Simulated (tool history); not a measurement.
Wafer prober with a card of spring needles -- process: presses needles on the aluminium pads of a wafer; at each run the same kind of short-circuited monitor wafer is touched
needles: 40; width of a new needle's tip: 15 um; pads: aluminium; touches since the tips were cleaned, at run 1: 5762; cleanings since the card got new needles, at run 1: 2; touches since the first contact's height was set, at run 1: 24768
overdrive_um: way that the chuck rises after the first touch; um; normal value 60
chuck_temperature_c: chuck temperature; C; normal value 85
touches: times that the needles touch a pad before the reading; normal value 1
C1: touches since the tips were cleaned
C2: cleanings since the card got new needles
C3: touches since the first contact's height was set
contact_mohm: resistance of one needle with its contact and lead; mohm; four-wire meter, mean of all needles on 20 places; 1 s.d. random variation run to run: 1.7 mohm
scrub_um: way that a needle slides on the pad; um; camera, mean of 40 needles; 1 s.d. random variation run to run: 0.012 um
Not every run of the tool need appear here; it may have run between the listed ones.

{"run": 1, "hour": 0.0, "overdrive_um": 60, "chuck_temperature_c": 85, "touches": 1, "C1": 5762, "C2": 2, "C3": 24768, "contact_mohm": 222, "scrub_um": 7.49}
{"hour": 9.0, "done": "tips cleaned on abrasive film"}
{"run": 2, "hour": 10.2, "overdrive_um": 60, "chuck_temperature_c": 85, "touches": 1, "C1": 374, "C2": 3, "C3": 27900, "contact_mohm": 238, "scrub_um": 7.49}
{"run": 3, "hour": 26.5, "overdrive_um": 52, "chuck_temperature_c": 85, "touches": 1, "C1": 5461, "C2": 3, "C3": 32987, "contact_mohm": 260, "scrub_um": 6.47}
{"hour": 37.0, "done": "tips cleaned on abrasive film"}
{"run": 4, "hour": 37.0, "overdrive_um": 52, "chuck_temperature_c": 85, "touches": 1, "C1": 0, "C2": 4, "C3": 36236, "contact_mohm": 188, "scrub_um": 6.48}
{"hour": 47.4, "done": "tips cleaned on abrasive film, once more"}
{"run": 5, "hour": 52.3, "overdrive_um": 52, "chuck_temperature_c": 85, "touches": 1, "C1": 1520, "C2": 5, "C3": 40941, "contact_mohm": 207, "scrub_um": 6.47}
{"run": 6, "hour": 66.2, "overdrive_um": 52, "chuck_temperature_c": 85, "touches": 1, "C1": 5846, "C2": 5, "C3": 45267, "contact_mohm": 245, "scrub_um": 6.48}
{"hour": 75.3, "done": "tips cleaned on abrasive film"}
{"run": 7, "hour": 83.4, "overdrive_um": 52, "chuck_temperature_c": 85, "touches": 1, "C1": 2521, "C2": 6, "C3": 50594, "contact_mohm": 215, "scrub_um": 6.43}
{"run": 8, "hour": 92.4, "overdrive_um": 52, "chuck_temperature_c": 85, "touches": 1, "C1": 5314, "C2": 6, "C3": 53387, "contact_mohm": 237, "scrub_um": 6.47}
{"hour": 102.6, "done": "tips cleaned on abrasive film"}
{"run": 9, "hour": 105.3, "overdrive_um": 52, "chuck_temperature_c": 85, "touches": 1, "C1": 811, "C2": 7, "C3": 57369, "contact_mohm": 197, "scrub_um": 6.43}
{"run": 10, "hour": 114.8, "overdrive_um": 52, "chuck_temperature_c": 85, "touches": 1, "C1": 3794, "C2": 7, "C3": 60352, "contact_mohm": 226, "scrub_um": 6.43}
{"run": 11, "hour": 126.5, "overdrive_um": 60, "chuck_temperature_c": 85, "touches": 1, "C1": 7412, "C2": 7, "C3": 63970, "contact_mohm": 234, "scrub_um": 7.43}
{"hour": 130.7, "done": "tips cleaned on abrasive film"}
{"run": 12, "hour": 139.6, "overdrive_um": 60, "chuck_temperature_c": 81, "touches": 1, "C1": 2793, "C2": 8, "C3": 68043, "contact_mohm": 211, "scrub_um": 7.42}
{"run": 13, "hour": 146.9, "overdrive_um": 60, "chuck_temperature_c": 81, "touches": 1, "C1": 5045, "C2": 8, "C3": 70295, "contact_mohm": 220, "scrub_um": 7.45}
{"hour": 158.2, "done": "tips cleaned on abrasive film"}
{"run": 14, "hour": 158.2, "overdrive_um": 60, "chuck_temperature_c": 85, "touches": 1, "C1": 0, "C2": 9, "C3": 73782, "contact_mohm": 176, "scrub_um": 7.42}
{"run": 15, "hour": 165.6, "overdrive_um": 45, "chuck_temperature_c": 85, "touches": 1, "C1": 2318, "C2": 9, "C3": 76100, "contact_mohm": 229, "scrub_um": 5.52}
{"run": 16, "hour": 178.0, "overdrive_um": 45, "chuck_temperature_c": 85, "touches": 1, "C1": 6175, "C2": 9, "C3": 79957, "contact_mohm": 264, "scrub_um": 5.53}
{"hour": 185.8, "done": "tips cleaned on abrasive film"}
{"run": 17, "hour": 194.6, "overdrive_um": 55, "chuck_temperature_c": 85, "touches": 1, "C1": 2739, "C2": 10, "C3": 85091, "contact_mohm": 220, "scrub_um": 6.77}
{"run": 18, "hour": 203.4, "overdrive_um": 42, "chuck_temperature_c": 28, "touches": 3, "C1": 5469, "C2": 10, "C3": 87821, "contact_mohm": 206, "scrub_um": 5.14}
{"hour": 213.2, "done": "tips cleaned on abrasive film"}
{"run": 19, "hour": 221.3, "overdrive_um": 77, "chuck_temperature_c": 36, "touches": 2, "C1": 2507, "C2": 11, "C3": 93348, "contact_mohm": 181, "scrub_um": 9.52}
{"run": 20, "hour": 235.8, "overdrive_um": 77, "chuck_temperature_c": 121, "touches": 2, "C1": 7039, "C2": 11, "C3": 97880, "contact_mohm": 200, "scrub_um": 9.51}
{"hour": 240.5, "done": "tips cleaned on abrasive film"}
{"run": 21, "hour": 244.2, "overdrive_um": 58, "chuck_temperature_c": 48, "touches": 1, "C1": 1137, "C2": 12, "C3": 100443, "contact_mohm": 186, "scrub_um": 7.12}
{"run": 22, "hour": 254.0, "overdrive_um": 58, "chuck_temperature_c": 48, "touches": 1, "C1": 4202, "C2": 12, "C3": 103508, "contact_mohm": 216, "scrub_um": 7.1}
{"hour": 267.8, "done": "tips cleaned on abrasive film"}
{"run": 23, "hour": 271.5, "overdrive_um": 58, "chuck_temperature_c": 48, "touches": 1, "C1": 1152, "C2": 13, "C3": 108928, "contact_mohm": 191, "scrub_um": 7.12}
{"run": 24, "hour": 285.7, "overdrive_um": 58, "chuck_temperature_c": 48, "touches": 1, "C1": 5552, "C2": 13, "C3": 113328, "contact_mohm": 227, "scrub_um": 7.12}
{"hour": 295.9, "done": "tips cleaned on abrasive film"}
{"run": 25, "hour": 300.8, "overdrive_um": 58, "chuck_temperature_c": 48, "touches": 1, "C1": 1512, "C2": 14, "C3": 117995, "contact_mohm": 195, "scrub_um": 7.12}
{"run": 26, "hour": 318.0, "overdrive_um": 65, "chuck_temperature_c": 85, "touches": 1, "C1": 6874, "C2": 14, "C3": 123357, "contact_mohm": 222, "scrub_um": 8.0}
{"hour": 323.4, "done": "tips cleaned on abrasive film"}
{"run": 27, "hour": 335.1, "overdrive_um": 65, "chuck_temperature_c": 42, "touches": 1, "C1": 3650, "C2": 15, "C3": 128666, "contact_mohm": 206, "scrub_um": 7.97}
{"run": 28, "hour": 346.9, "overdrive_um": 59, "chuck_temperature_c": 103, "touches": 1, "C1": 7319, "C2": 15, "C3": 132335, "contact_mohm": 237, "scrub_um": 7.23}
{"hour": 350.9, "done": "tips cleaned on abrasive film"}
{"run": 29, "hour": 360.0, "overdrive_um": 45, "chuck_temperature_c": 27, "touches": 2, "C1": 2829, "C2": 16, "C3": 136364, "contact_mohm": 206, "scrub_um": 5.46}
{"run": 30, "hour": 377.3, "overdrive_um": 61, "chuck_temperature_c": 27, "touches": 2, "C1": 8226, "C2": 16, "C3": 141761, "contact_mohm": 204, "scrub_um": 7.46}
{"hour": 378.3, "done": "tips cleaned on abrasive film"}
{"run": 31, "hour": 386.3, "overdrive_um": 53, "chuck_temperature_c": 85, "touches": 1, "C1": 2499, "C2": 17, "C3": 144535, "contact_mohm": 220, "scrub_um": 6.45}
{"run": 32, "hour": 400.1, "overdrive_um": 53, "chuck_temperature_c": 85, "touches": 1, "C1": 6793, "C2": 17, "C3": 148829, "contact_mohm": 252, "scrub_um": 6.46}
{"hour": 406.1, "done": "tips cleaned on abrasive film"}
{"run": 33, "hour": 417.3, "overdrive_um": 66, "chuck_temperature_c": 65, "touches": 2, "C1": 3482, "C2": 18, "C3": 154127, "contact_mohm": 195, "scrub_um": 8.06}
{"run": 34, "hour": 428.0, "overdrive_um": 46, "chuck_temperature_c": 32, "touches": 2, "C1": 6826, "C2": 18, "C3": 157471, "contact_mohm": 226, "scrub_um": 5.57}

4 options for the next run, each taken on its own from the tool as it stands now. Forecast them:
{"hour": 433.3, "done": "tips cleaned on abrasive film"}
{"run": "A", "hour": 445.1, "overdrive_um": 55, "chuck_temperature_c": 32, "touches": 2, "C1": 3654, "C2": 19, "C3": 162748, "contact_mohm": "?", "scrub_um": "?"}
{"hour": 433.3, "done": "tips cleaned on abrasive film"}
{"run": "B", "hour": 445.1, "overdrive_um": 46, "chuck_temperature_c": 85, "touches": 3, "C1": 3654, "C2": 19, "C3": 162748, "contact_mohm": "?", "scrub_um": "?"}
{"hour": 433.3, "done": "tips cleaned on abrasive film"}
{"run": "C", "hour": 445.1, "overdrive_um": 60, "chuck_temperature_c": 27, "touches": 1, "C1": 3654, "C2": 19, "C3": 162748, "contact_mohm": "?", "scrub_um": "?"}
{"hour": 433.3, "done": "tips cleaned on abrasive film"}
{"run": "D", "hour": 445.1, "overdrive_um": 77, "chuck_temperature_c": 40, "touches": 1, "C1": 3654, "C2": 19, "C3": 162748, "contact_mohm": "?", "scrub_um": "?"}

run=A contact_mohm=203 scrub_um=6.68
run=B contact_mohm=205 scrub_um=5.58
run=C contact_mohm=214 scrub_um=7.29
run=D contact_mohm=192 scrub_um=9.44
With the hidden condition removed and each run's random variation left untouched, the same runs would have given:
run=A contact_mohm=170 scrub_um=6.88
run=B contact_mohm=180 scrub_um=5.78
run=C contact_mohm=166 scrub_um=7.49
run=D contact_mohm=163 scrub_um=9.63

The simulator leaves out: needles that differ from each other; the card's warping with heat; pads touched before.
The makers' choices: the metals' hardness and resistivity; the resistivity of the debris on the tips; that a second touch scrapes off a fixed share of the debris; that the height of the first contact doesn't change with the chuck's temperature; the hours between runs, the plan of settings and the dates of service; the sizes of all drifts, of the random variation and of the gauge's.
